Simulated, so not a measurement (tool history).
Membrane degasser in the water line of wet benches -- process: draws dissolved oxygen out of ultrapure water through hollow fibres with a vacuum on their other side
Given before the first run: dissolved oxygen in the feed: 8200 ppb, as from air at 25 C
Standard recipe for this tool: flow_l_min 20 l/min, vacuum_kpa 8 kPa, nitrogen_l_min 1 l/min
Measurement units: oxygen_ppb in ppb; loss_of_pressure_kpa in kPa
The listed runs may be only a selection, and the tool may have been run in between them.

{"run": 1, "hour": 0.0, "flow_l_min": 20, "vacuum_kpa": 8, "nitrogen_l_min": 1, "oxygen_ppb": 301.1, "loss_of_pressure_kpa": 37.78}
{"run": 2, "hour": 21.7, "flow_l_min": 20, "vacuum_kpa": 8, "nitrogen_l_min": 1, "oxygen_ppb": 302.9, "loss_of_pressure_kpa": 38.19}
{"run": 3, "hour": 55.1, "flow_l_min": 20, "vacuum_kpa": 8, "nitrogen_l_min": 1.46, "oxygen_ppb": 244.4, "loss_of_pressure_kpa": 38.31}
{"run": 4, "hour": 98.4, "flow_l_min": 20, "vacuum_kpa": 7.47, "nitrogen_l_min": 1, "oxygen_ppb": 279.9, "loss_of_pressure_kpa": 37.89}
{"run": 5, "hour": 121.3, "flow_l_min": 20, "vacuum_kpa": 7.47, "nitrogen_l_min": 1, "oxygen_ppb": 280.5, "loss_of_pressure_kpa": 38.05}
{"run": 6, "hour": 165.6, "flow_l_min": 20, "vacuum_kpa": 7.47, "nitrogen_l_min": 1, "oxygen_ppb": 281.4, "loss_of_pressure_kpa": 37.83}
{"run": 7, "hour": 203.0, "flow_l_min": 20, "vacuum_kpa": 7.47, "nitrogen_l_min": 1, "oxygen_ppb": 285.9, "loss_of_pressure_kpa": 38.05}
{"run": 8, "hour": 227.5, "flow_l_min": 20, "vacuum_kpa": 8, "nitrogen_l_min": 1, "oxygen_ppb": 310.9, "loss_of_pressure_kpa": 38.26}
{"run": 9, "hour": 266.7, "flow_l_min": 20, "vacuum_kpa": 8, "nitrogen_l_min": 1, "oxygen_ppb": 305.4, "loss_of_pressure_kpa": 38.06}
{"run": 10, "hour": 319.9, "flow_l_min": 20, "vacuum_kpa": 13.66, "nitrogen_l_min": 1, "oxygen_ppb": 537.9, "loss_of_pressure_kpa": 38.07}
{"run": 11, "hour": 369.1, "flow_l_min": 20, "vacuum_kpa": 13.66, "nitrogen_l_min": 1, "oxygen_ppb": 532.8, "loss_of_pressure_kpa": 38.23}
{"run": 12, "hour": 420.6, "flow_l_min": 20, "vacuum_kpa": 13.66, "nitrogen_l_min": 1, "oxygen_ppb": 540.8, "loss_of_pressure_kpa": 37.87}
{"run": 13, "hour": 453.1, "flow_l_min": 20, "vacuum_kpa": 13.66, "nitrogen_l_min": 1, "oxygen_ppb": 541.9, "loss_of_pressure_kpa": 37.66}
{"run": 14, "hour": 475.3, "flow_l_min": 20, "vacuum_kpa": 8, "nitrogen_l_min": 1, "oxygen_ppb": 305.7, "loss_of_pressure_kpa": 37.92}
{"run": 15, "hour": 503.4, "flow_l_min": 20, "vacuum_kpa": 8, "nitrogen_l_min": 1, "oxygen_ppb": 302, "loss_of_pressure_kpa": 37.83}
{"run": 16, "hour": 524.8, "flow_l_min": 22, "vacuum_kpa": 8, "nitrogen_l_min": 1, "oxygen_ppb": 337.3, "loss_of_pressure_kpa": 41.87}
{"run": 17, "hour": 576.9, "flow_l_min": 22, "vacuum_kpa": 8, "nitrogen_l_min": 1, "oxygen_ppb": 335, "loss_of_pressure_kpa": 41.8}
{"run": 18, "hour": 628.5, "flow_l_min": 13, "vacuum_kpa": 9, "nitrogen_l_min": 2.21, "oxygen_ppb": 124.6, "loss_of_pressure_kpa": 24.43}
{"run": 19, "hour": 680.6, "flow_l_min": 19, "vacuum_kpa": 10.24, "nitrogen_l_min": 0.7, "oxygen_ppb": 473.4, "loss_of_pressure_kpa": 35.7}
{"run": 20, "hour": 727.1, "flow_l_min": 12, "vacuum_kpa": 10.24, "nitrogen_l_min": 1.09, "oxygen_ppb": 213.9, "loss_of_pressure_kpa": 22.57}
{"run": 21, "hour": 767.9, "flow_l_min": 19, "vacuum_kpa": 17.86, "nitrogen_l_min": 1.04, "oxygen_ppb": 656.2, "loss_of_pressure_kpa": 35.96}
{"run": 22, "hour": 812.3, "flow_l_min": 18, "vacuum_kpa": 9.18, "nitrogen_l_min": 1.04, "oxygen_ppb": 306.2, "loss_of_pressure_kpa": 34.17}
{"run": 23, "hour": 836.2, "flow_l_min": 18, "vacuum_kpa": 6.72, "nitrogen_l_min": 1.04, "oxygen_ppb": 216.1, "loss_of_pressure_kpa": 33.87}
{"run": 24, "hour": 880.9, "flow_l_min": 24, "vacuum_kpa": 6.72, "nitrogen_l_min": 1.75, "oxygen_ppb": 244, "loss_of_pressure_kpa": 45.27}
{"run": 25, "hour": 909.2, "flow_l_min": 17, "vacuum_kpa": 6.64, "nitrogen_l_min": 2.78, "oxygen_ppb": 121.7, "loss_of_pressure_kpa": 31.99}
{"run": 26, "hour": 958.0, "flow_l_min": 17, "vacuum_kpa": 6.64, "nitrogen_l_min": 2.78, "oxygen_ppb": 121.8, "loss_of_pressure_kpa": 32.21}
{"run": 27, "hour": 1001.0, "flow_l_min": 14, "vacuum_kpa": 4.93, "nitrogen_l_min": 1.2, "oxygen_ppb": 96.3, "loss_of_pressure_kpa": 26.42}
{"run": 28, "hour": 1039.1, "flow_l_min": 13, "vacuum_kpa": 9.37, "nitrogen_l_min": 1.2, "oxygen_ppb": 195, "loss_of_pressure_kpa": 24.42}
{"run": 29, "hour": 1077.1, "flow_l_min": 13, "vacuum_kpa": 9.37, "nitrogen_l_min": 1.2, "oxygen_ppb": 194.9, "loss_of_pressure_kpa": 24.47}
{"run": 30, "hour": 1100.8, "flow_l_min": 13, "vacuum_kpa": 9.37, "nitrogen_l_min": 1.2, "oxygen_ppb": 196.7, "loss_of_pressure_kpa": 24.38}
{"run": 31, "hour": 1133.0, "flow_l_min": 13, "vacuum_kpa": 9.37, "nitrogen_l_min": 1.2, "oxygen_ppb": 196.9, "loss_of_pressure_kpa": 24.49}

For some of the steps in loss_of_pressure_kpa from one run to the next: how much would appear even if the tool had no hidden state, given the settings, what came in and random variation, and how much remains for the hidden state plus any gauge scatter that the measured result and the result without hidden state don't share?
The hidden state here: membrane still open, %; true pressure behind the membrane over the reading, kPa; air that leaks in behind the membrane, l/min; drift of the gauge itself on oxygen_ppb, %; drift of the gauge itself on loss_of_pressure_kpa, %.
Run 17 -> 18: flow_l_min 22 -> 13, vacuum_kpa 8 -> 9, nitrogen_l_min 1 -> 2.21. loss_of_pressure_kpa -17.37 kPa: hidden state +0.11, all else -17.48.
Run 20 -> 21: flow_l_min 12 -> 19, vacuum_kpa 10.24 -> 17.86, nitrogen_l_min 1.09 -> 1.04. loss_of_pressure_kpa +13.39 kPa: hidden state -0.16, all else +13.55.
Run 23 -> 24: flow_l_min 18 -> 24, nitrogen_l_min 1.04 -> 1.75. loss_of_pressure_kpa +11.4 kPa: hidden state -0.17, all else +11.57.
Run 24 -> 25: flow_l_min 24 -> 17, vacuum_kpa 6.72 -> 6.64, nitrogen_l_min 1.75 -> 2.78. loss_of_pressure_kpa -13.28 kPa: hidden state +0.16, all else -13.44.

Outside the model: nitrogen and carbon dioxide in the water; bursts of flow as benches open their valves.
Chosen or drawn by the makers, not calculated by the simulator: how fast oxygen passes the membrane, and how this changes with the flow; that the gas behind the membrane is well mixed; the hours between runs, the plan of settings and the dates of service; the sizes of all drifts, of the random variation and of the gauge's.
